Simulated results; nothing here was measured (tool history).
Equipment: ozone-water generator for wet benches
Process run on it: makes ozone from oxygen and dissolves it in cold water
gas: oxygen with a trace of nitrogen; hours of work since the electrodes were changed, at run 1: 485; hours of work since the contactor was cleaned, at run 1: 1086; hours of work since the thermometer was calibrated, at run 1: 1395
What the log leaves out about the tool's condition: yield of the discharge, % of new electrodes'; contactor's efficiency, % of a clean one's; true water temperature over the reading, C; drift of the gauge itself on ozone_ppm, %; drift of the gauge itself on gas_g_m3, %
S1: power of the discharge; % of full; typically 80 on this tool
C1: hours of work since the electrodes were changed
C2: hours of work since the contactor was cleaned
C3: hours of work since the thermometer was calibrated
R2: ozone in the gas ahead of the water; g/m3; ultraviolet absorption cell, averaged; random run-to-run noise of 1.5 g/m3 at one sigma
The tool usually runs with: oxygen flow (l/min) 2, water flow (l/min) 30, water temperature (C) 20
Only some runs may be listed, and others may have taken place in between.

run 1 hour=0 | S1=80 oxygen_flow_(l/min)=2 water_flow_(l/min)=30 water_temperature_(C)=20 | C1=485 C2=1086 C3=1395 | dissolved_ozone_(ppm)=10 R2=271.5
run 2 hour=19 | S1=80 oxygen_flow_(l/min)=2 water_flow_(l/min)=30 water_temperature_(C)=20 | C1=497 C2=1098 C3=1408 | dissolved_ozone_(ppm)=9.9 R2=274
run 3 hour=58.1 | S1=80 oxygen_flow_(l/min)=2 water_flow_(l/min)=30 water_temperature_(C)=20 | C1=523 C2=1124 C3=1433 | dissolved_ozone_(ppm)=9.7 R2=273.6
run 4 hour=91.6 | S1=80 oxygen_flow_(l/min)=2 water_flow_(l/min)=30 water_temperature_(C)=20 | C1=545 C2=1146 C3=1455 | dissolved_ozone_(ppm)=10.1 R2=273.6
run 5 hour=113.6 | S1=80 oxygen_flow_(l/min)=2 water_flow_(l/min)=30 water_temperature_(C)=20 | C1=559 C2=1160 C3=1470 | dissolved_ozone_(ppm)=10 R2=273.4
run 6 hour=132.3 | S1=80 oxygen_flow_(l/min)=2 water_flow_(l/min)=30 water_temperature_(C)=20 | C1=572 C2=1172 C3=1482 | dissolved_ozone_(ppm)=10 R2=272.2
run 7 hour=148.4 | S1=80 oxygen_flow_(l/min)=2 water_flow_(l/min)=30 water_temperature_(C)=20 | C1=582 C2=1183 C3=1493 | dissolved_ozone_(ppm)=10.3 R2=271.9
run 8 hour=166.7 | S1=80 oxygen_flow_(l/min)=2 water_flow_(l/min)=30 water_temperature_(C)=20 | C1=594 C2=1195 C3=1504 | dissolved_ozone_(ppm)=10.1 R2=273.5
run 9 hour=189.6 | S1=80 oxygen_flow_(l/min)=2 water_flow_(l/min)=30 water_temperature_(C)=20 | C1=609 C2=1210 C3=1519 | dissolved_ozone_(ppm)=10 R2=271.7
run 10 hour=213.3 | S1=80 oxygen_flow_(l/min)=2 water_flow_(l/min)=30 water_temperature_(C)=20 | C1=625 C2=1225 C3=1535 | dissolved_ozone_(ppm)=10.1 R2=275
run 11 hour=229.9 | S1=80 oxygen_flow_(l/min)=2 water_flow_(l/min)=30 water_temperature_(C)=20 | C1=636 C2=1236 C3=1546 | dissolved_ozone_(ppm)=9.9 R2=275.2
run 12 hour=263.4 | S1=80 oxygen_flow_(l/min)=2 water_flow_(l/min)=30 water_temperature_(C)=20 | C1=657 C2=1258 C3=1568 | dissolved_ozone_(ppm)=10.2 R2=274.6
run 13 hour=288.5 | S1=80 oxygen_flow_(l/min)=2 water_flow_(l/min)=37 water_temperature_(C)=15 | C1=674 C2=1274 C3=1584 | dissolved_ozone_(ppm)=8.1 R2=276.9
run 14 hour=317.3 | S1=67 oxygen_flow_(l/min)=3.56 water_flow_(l/min)=42 water_temperature_(C)=20 | C1=693 C2=1293 C3=1603 | dissolved_ozone_(ppm)=6.9 R2=180.5
run 15 hour=351.9 | S1=67 oxygen_flow_(l/min)=3.56 water_flow_(l/min)=42 water_temperature_(C)=22 | C1=715 C2=1316 C3=1626 | dissolved_ozone_(ppm)=7.1 R2=178.5
run 16 hour=373.3 | S1=67 oxygen_flow_(l/min)=3.56 water_flow_(l/min)=37 water_temperature_(C)=22 | C1=729 C2=1330 C3=1640 | dissolved_ozone_(ppm)=8.1 R2=179
run 17 hour=403.4 | S1=88 oxygen_flow_(l/min)=3.56 water_flow_(l/min)=34 water_temperature_(C)=22 | C1=749 C2=1350 C3=1660 | dissolved_ozone_(ppm)=10.9 R2=225.9
run 18 hour=441.4 | S1=80 oxygen_flow_(l/min)=2.95 water_flow_(l/min)=43 water_temperature_(C)=20 | C1=774 C2=1375 C3=1684 | dissolved_ozone_(ppm)=7.6 R2=227.1
run 19 hour=478.6 | S1=80 oxygen_flow_(l/min)=1.15 water_flow_(l/min)=43 water_temperature_(C)=16 | C1=798 C2=1399 C3=1709 | dissolved_ozone_(ppm)=5.4 R2=367.7
run 20 hour=507.3 | S1=80 oxygen_flow_(l/min)=1.15 water_flow_(l/min)=43 water_temperature_(C)=16 | C1=817 C2=1418 C3=1728 | dissolved_ozone_(ppm)=5.3 R2=361
run 21 hour=536.7 | S1=48 oxygen_flow_(l/min)=1.15 water_flow_(l/min)=25 water_temperature_(C)=16 | C1=836 C2=1437 C3=1747 | dissolved_ozone_(ppm)=6.8 R2=242.9

Run 22 has not been measured yet. What should we expect?
run 22 hour=558.1 | S1=80 oxygen_flow_(l/min)=2 water_flow_(l/min)=24 water_temperature_(C)=20 | C1=850 C2=1451 C3=1761 | dissolved_ozone_(ppm)=? R2=?

{"run 22": {"dissolved ozone (ppm)": 12.9, "R2": 277.4}}
On a tool with no hidden condition, and with the same random variation, this run would have come out at dissolved ozone (ppm) 12.9, R2 273.4 g/m3.
